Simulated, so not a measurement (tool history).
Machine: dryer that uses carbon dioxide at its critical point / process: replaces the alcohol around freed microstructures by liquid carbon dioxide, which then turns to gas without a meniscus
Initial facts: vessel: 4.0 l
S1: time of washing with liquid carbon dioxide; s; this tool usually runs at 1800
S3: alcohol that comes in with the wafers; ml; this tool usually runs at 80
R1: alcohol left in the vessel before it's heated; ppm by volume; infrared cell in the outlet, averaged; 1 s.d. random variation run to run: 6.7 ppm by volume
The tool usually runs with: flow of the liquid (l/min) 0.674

Run 1, hour 0: usual settings. Result: R1 459 ppm by volume.
Run 2, hour 38: usual settings. Result: R1 453 ppm by volume.
Run 3, hour 84.4: usual settings but flow of the liquid (l/min) 0.993. Result: R1 199 ppm by volume.
Run 4, hour 130.5: usual settings but flow of the liquid (l/min) 0.993. Result: R1 199 ppm by volume.
Run 5, hour 180.8: usual settings but flow of the liquid (l/min) 0.993. Result: R1 211 ppm by volume.
Run 6, hour 218.4: usual settings but S3 40 ml. Result: R1 313 ppm by volume.
Run 7, hour 240.5: usual settings. Result: R1 479 ppm by volume.
Run 8, hour 289.3: usual settings. Result: R1 494 ppm by volume.
Run 9, hour 326.8: usual settings. Result: R1 485 ppm by volume.
Run 10, hour 358.8: usual settings. Result: R1 514 ppm by volume.
Run 11, hour 380.4: usual settings. Result: R1 523 ppm by volume.
Run 12, hour 419.7: usual settings but S1 2160 s. Result: R1 332 ppm by volume.
Run 13, hour 458.8: usual settings but S1 2160 s. Result: R1 325 ppm by volume.
Run 14, hour 486.1: usual settings but S1 2160 s. Result: R1 337 ppm by volume.
Run 15, hour 516: usual settings but S1 2160 s. Result: R1 326 ppm by volume.
Run 16, hour 547.3: usual settings but S1 2160 s. Result: R1 342 ppm by volume.
Run 17, hour 571.4: usual settings but flow of the liquid (l/min) 0.77. Result: R1 390 ppm by volume.
Run 18, hour 616.7: usual settings but flow of the liquid (l/min) 0.77. Result: R1 409 ppm by volume.
At hour 642.1: inlet filter changed.
Run 19, hour 667.7: usual settings but flow of the liquid (l/min) 0.77. Result: R1 361 ppm by volume.
Run 20, hour 711.4: usual settings but S1 2280 s, flow of the liquid (l/min) 0.77. Result: R1 230 ppm by volume.
Run 21, hour 734.9: usual settings but S1 2280 s, flow of the liquid (l/min) 0.77. Result: R1 248 ppm by volume.
Run 22, hour 775.1: usual settings but S1 2280 s, flow of the liquid (l/min) 0.77. Result: R1 249 ppm by volume.
Run 23, hour 820.9: usual settings. Result: R1 502 ppm by volume.
Run 24, hour 866.9: usual settings but S3 22 ml. Result: R1 290 ppm by volume.
Run 25, hour 893: usual settings but flow of the liquid (l/min) 0.842, S3 51 ml. Result: R1 282 ppm by volume.
Run 26, hour 922.9: usual settings but flow of the liquid (l/min) 0.518, S3 88 ml. Result: R1 1070 ppm by volume.
At hour 930.1: purifier's bed changed.
Run 27, hour 966: usual settings but S1 1200 s, flow of the liquid (l/min) 0.535, S3 117 ml. Result: R1 3183 ppm by volume.
Run 28, hour 1005.6: usual settings but S1 1200 s, flow of the liquid (l/min) 0.641, S3 35 ml. Result: R1 612 ppm by volume.
Run 29, hour 1038.7: usual settings but S1 1080 s, flow of the liquid (l/min) 0.85, S3 56 ml. Result: R1 641 ppm by volume.
Run 30, hour 1083.2: usual settings but S1 1200 s, flow of the liquid (l/min) 1.114, S3 69 ml. Result: R1 218 ppm by volume.
Run 31, hour 1133.3: usual settings but S1 2640 s, flow of the liquid (l/min) 0.989, S3 109 ml. Result: R1 28 ppm by volume.
Run 32, hour 1172.3: usual settings but S1 2520 s, flow of the liquid (l/min) 0.638, S3 37 ml. Result: R1 74 ppm by volume.
Run 33, hour 1223.6: usual settings but S1 1080 s, flow of the liquid (l/min) 0.672, S3 99 ml. Result: R1 2150 ppm by volume.
Run 34, hour 1265.3: usual settings but S1 1320 s, flow of the liquid (l/min) 0.445, S3 34 ml. Result: R1 1167 ppm by volume.
Run 35, hour 1316.3: usual settings but S1 1320 s, flow of the liquid (l/min) 0.445, S3 34 ml. Result: R1 1183 ppm by volume.
Run 36, hour 1359.7: usual settings but S1 1320 s, flow of the liquid (l/min) 0.445, S3 34 ml. Result: R1 1178 ppm by volume.
Run 37, hour 1387.5: usual settings but S1 1320 s, flow of the liquid (l/min) 0.445, S3 34 ml. Result: R1 1193 ppm by volume.
Run 38, hour 1409.9: usual settings but S1 1320 s, flow of the liquid (l/min) 0.445, S3 34 ml. Result: R1 1219 ppm by volume.
Run 39, hour 1459.5: usual settings but S3 82 ml. Result: R1 409 ppm by volume.
Run 40, hour 1485.8: usual settings but S1 2580 s, S3 82 ml. Result: R1 116 ppm by volume.
At hour 1511.7: inlet filter changed.
Run 41, hour 1527.6: usual settings but S1 1380 s, S3 59 ml. Result: R1 629 ppm by volume.
Run 42, hour 1559.4: usual settings but S1 1740 s, S3 119 ml. Result: R1 547 ppm by volume.
Run 43, hour 1584.5: usual settings but flow of the liquid (l/min) 0.588. Result: R1 556 ppm by volume.
Run 44, hour 1623.9: usual settings but flow of the liquid (l/min) 0.588. Result: R1 565 ppm by volume.
Run 45, hour 1675.4: usual settings but S1 2040 s. Result: R1 234 ppm by volume.
Run 46, hour 1704.8: usual settings but S1 2040 s. Result: R1 242 ppm by volume.
Run 47, hour 1735.4: usual settings but S1 1680 s, flow of the liquid (l/min) 0.685, S3 35 ml. Result: R1 227 ppm by volume.

Here are 3 independent what-if runs from the current tool condition. What would each one return?
Run A, hour 1778.1: usual settings but flow of the liquid (l/min) 0.51, S3 25 ml. Result: R1 ?.
Run B, hour 1778.1: usual settings but S1 2580 s, flow of the liquid (l/min) 0.841, S3 116 ml. Result: R1 ?.
Run C, hour 1778.1: usual settings but S3 48 ml. Result: R1 ?.

run   R1
  A  336
  B   99
  C  265
Stripped of hidden state, with their random variation kept, the same runs would have yielded:
run   R1
  A  255
  B   32
  C  184
